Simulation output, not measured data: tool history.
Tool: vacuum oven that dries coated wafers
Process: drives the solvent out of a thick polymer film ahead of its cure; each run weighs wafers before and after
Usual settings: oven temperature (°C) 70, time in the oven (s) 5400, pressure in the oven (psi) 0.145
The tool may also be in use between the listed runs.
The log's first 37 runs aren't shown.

run   hour  oven temperature (°C)  time in the oven (s)  pressure in the oven (psi)  solvent left in the film (%)
 38  552.8                     72                  5400                       0.145                          2.28
 39  566.6                     72                  5400                       0.145                          2.17
 40  579.9                     59                  5400                       0.145                          7.59
 41  599.3                     78                  6960                       0.386                          0.97
 42  608.8                     70                  5400                       0.513                          3.66
 43  622.4                     71                  3480                       0.329                          5.23
 44  634.7                     71                  3480                       0.329                          5.39
 45  645.2                     55                  5400                       0.181                          9.35
 46  660.6                     55                  5400                       0.181                          9.32
 47  679.2                     70                  5400                       0.144                          2.77

4 ways to go on from here, each from the tool as it stands after run 47. What would each give?
  A  689.7                     80                  5400                       0.212                             ?
  B  689.7                     70                  5400                       0.144                             ?
  C  689.7                     59                  5400                       0.126                             ?
  D  689.7                     77                  4980                       0.328                             ?

run  solvent left in the film (%)
  A                          0.85
  B                          2.92
  C                          7.40
  D                          1.73
Without the tool's hidden state the same runs would have given:
run  solvent left in the film (%)
  A                          0.81
  B                          2.82
  C                          7.26
  D                          1.67
